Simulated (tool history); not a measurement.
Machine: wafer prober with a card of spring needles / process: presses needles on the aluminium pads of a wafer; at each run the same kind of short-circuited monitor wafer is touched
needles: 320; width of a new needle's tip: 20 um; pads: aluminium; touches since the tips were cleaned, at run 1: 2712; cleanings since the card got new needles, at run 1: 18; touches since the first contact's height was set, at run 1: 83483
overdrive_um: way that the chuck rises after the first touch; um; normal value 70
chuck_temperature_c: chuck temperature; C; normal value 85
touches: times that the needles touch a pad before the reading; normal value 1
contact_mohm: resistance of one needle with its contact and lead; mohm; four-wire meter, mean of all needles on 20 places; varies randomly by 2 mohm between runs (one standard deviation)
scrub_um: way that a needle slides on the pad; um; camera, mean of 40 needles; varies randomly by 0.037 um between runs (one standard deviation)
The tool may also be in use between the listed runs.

run	hour	overdrive_um	chuck_temperature_c	touches	touches since the tips were cleaned	cleanings since the card got new needles	touches since the first contact's height was set	contact_mohm	scrub_um
1	0.0	70	85	1	2712	18	83483	246	13.09
# hour 3.2: tips cleaned on abrasive film
2	6.2	70	85	1	1458	19	86505	237	13.08
3	10.5	70	41	1	3634	19	88681	250	13.11
# hour 12.0: tips cleaned on abrasive film
4	16.4	70	49	1	2149	20	91527	240	13.02
5	20.1	81	85	1	4020	20	93398	247	15.26
# hour 21.1: tips cleaned on abrasive film
6	28.3	81	85	1	3617	21	97429	241	15.18
# hour 29.5: tips cleaned on abrasive film
7	36.7	81	85	1	3622	22	101576	243	15.22
# hour 38.0: tips cleaned on abrasive film
8	44.4	81	85	1	3169	23	105340	242	15.11
# hour 46.6: tips cleaned on abrasive film
9	50.3	81	85	1	1836	24	108204	235	15.08
10	54.8	81	85	1	4083	24	110451	254	15.16
# hour 55.4: tips cleaned on abrasive film
11	61.7	65	85	1	3153	25	113859	265	12.10
# hour 63.8: tips cleaned on abrasive film
12	69.5	65	85	1	2828	26	117672	261	12.07
# hour 72.2: tips cleaned on abrasive film
13	76.1	65	85	1	1966	27	120914	253	12.05
# hour 81.0: tips cleaned on abrasive film
14	81.1	65	85	1	6	28	123332	222	12.17
15	86.2	65	85	1	2559	28	125885	253	12.04
# hour 90.0: tips cleaned on abrasive film
16	92.7	65	85	1	1342	29	129060	246	12.09
# hour 98.8: tips cleaned on abrasive film
17	101.0	65	85	1	1078	30	133147	241	12.07
18	105.5	65	85	1	3353	30	135422	271	12.01
# hour 107.3: tips cleaned on abrasive film
19	111.9	64	27	1	2302	31	138548	249	11.83
# hour 115.7: tips cleaned on abrasive film
# hour 117.8: height of the first contact set anew
20	118.4	72	117	2	1203	32	284	230	13.67
# hour 124.7: tips cleaned on abrasive film
21	127.3	72	117	2	1321	33	4680	235	13.66
# hour 133.0: tips cleaned on abrasive film
22	136.1	72	117	2	1520	34	8988	238	13.62
23	140.1	82	85	1	3489	34	10957	243	15.54
# hour 141.8: tips cleaned on abrasive film
24	147.0	82	85	1	2598	35	14352	236	15.40
# hour 150.2: tips cleaned on abrasive film
25	155.3	76	39	2	2519	36	18451	223	14.39
# hour 158.7: tips cleaned on abrasive film
26	163.8	76	39	2	2496	37	22609	221	14.39
# hour 167.3: tips cleaned on abrasive film
27	168.4	51	60	1	576	38	24875	240	9.64
# hour 175.7: tips cleaned on abrasive film
28	176.8	51	60	1	569	39	29002	246	9.61
# hour 184.4: tips cleaned on abrasive film
29	184.9	50	47	2	261	40	32997	228	9.39
30	189.1	50	47	2	2319	40	35055	252	9.41
# hour 193.0: tips cleaned on abrasive film
31	194.9	70	48	1	965	41	37905	228	13.18
32	200.8	72	34	1	3924	41	40864	247	13.52
# hour 201.5: tips cleaned on abrasive film
33	209.3	72	34	2	3914	42	45042	235	13.57

Predict each of these 4 candidate next runs independently; none follows another, all start after run 33:
# hour 209.8: tips cleaned on abrasive film
A	216.7	81	85	1	3436	43	48670	?	?
# hour 209.8: tips cleaned on abrasive film
B	216.7	72	34	2	3436	43	48670	?	?
# hour 209.8: tips cleaned on abrasive film
C	216.7	55	75	2	3436	43	48670	?	?
# hour 209.8: tips cleaned on abrasive film
D	216.7	72	85	2	3436	43	48670	?	?

run	contact_mohm	scrub_um
A	249	15.24
B	235	13.48
C	260	10.31
D	239	13.60
Take away the tool's hidden state, keep each run's random variation, and the runs would have read:
run	contact_mohm	scrub_um
A	218	15.34
B	210	13.58
C	222	10.41
D	216	13.70
